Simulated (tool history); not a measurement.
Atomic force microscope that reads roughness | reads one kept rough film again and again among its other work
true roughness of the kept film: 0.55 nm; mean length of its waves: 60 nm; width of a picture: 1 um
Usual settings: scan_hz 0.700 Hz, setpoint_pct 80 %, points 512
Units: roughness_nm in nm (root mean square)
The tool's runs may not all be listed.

| run | day | scan_hz | setpoint_pct | points | roughness_nm |
|---|---|---|---|---|---|
| 1 | 0.000 | 0.700 | 80 | 512 | 0.5232 |
| 2 | 1.246 | 0.700 | 80 | 512 | 0.5234 |
| 3 | 1.904 | 0.700 | 77 | 512 | 0.5261 |
|  | 2.629 | new tip fitted |
| 4 | 2.671 | 0.700 | 77 | 512 | 0.5267 |
| 5 | 3.717 | 0.700 | 80 | 512 | 0.5236 |
| 6 | 4.492 | 0.700 | 64 | 512 | 0.5365 |
|  | 5.250 | new tip fitted |
| 7 | 5.671 | 0.700 | 64 | 512 | 0.5362 |
| 8 | 6.800 | 0.700 | 80 | 512 | 0.5231 |
|  | 7.892 | new tip fitted |
| 9 | 7.962 | 0.700 | 87 | 512 | 0.5146 |
| 10 | 8.671 | 0.700 | 87 | 512 | 0.5144 |
| 11 | 9.442 | 0.700 | 87 | 512 | 0.5143 |
| 12 | 9.979 | 0.706 | 80 | 512 | 0.5227 |
|  | 10.517 | new tip fitted |
| 13 | 10.667 | 1.222 | 81 | 933 | 0.5062 |
| 14 | 11.288 | 0.774 | 80 | 512 | 0.5213 |
| 15 | 12.288 | 0.774 | 80 | 512 | 0.5213 |
| 16 | 13.033 | 1.852 | 80 | 512 | 0.4893 |
|  | 13.138 | new tip fitted |
| 17 | 14.021 | 0.573 | 80 | 512 | 0.5271 |
| 18 | 15.167 | 0.573 | 80 | 512 | 0.5268 |
|  | 15.788 | new tip fitted |
| 19 | 16.238 | 0.573 | 80 | 512 | 0.5271 |
| 20 | 17.225 | 3.304 | 84 | 501 | 0.4367 |
|  | 18.412 | new tip fitted |
| 21 | 18.471 | 1.071 | 73 | 374 | 0.5215 |
| 22 | 19.283 | 2.245 | 88 | 343 | 0.4532 |
| 23 | 20.379 | 1.711 | 68 | 288 | 0.5159 |

5 ways to go on from here, each from the tool as it stands after run 23. What would each give?
|  | 21.050 | new tip fitted |
| A | 21.212 | 0.604 | 63 | 257 | ? |
|  | 21.050 | new tip fitted |
| B | 21.212 | 0.700 | 75 | 884 | ? |
|  | 21.050 | new tip fitted |
| C | 21.212 | 1.714 | 82 | 561 | ? |
|  | 21.050 | new tip fitted |
| D | 21.212 | 2.509 | 65 | 425 | ? |
|  | 21.050 | new tip fitted |
| E | 21.212 | 1.731 | 77 | 276 | ? |

| run | roughness_nm |
|---|---|
| A | 0.5365 |
| B | 0.5289 |
| C | 0.4888 |
| D | 0.5109 |
| E | 0.4989 |
Without the tool's hidden state the same runs would have given:
| run | roughness_nm |
|---|---|
| A | 0.5365 |
| B | 0.5288 |
| C | 0.4888 |
| D | 0.5109 |
| E | 0.4989 |
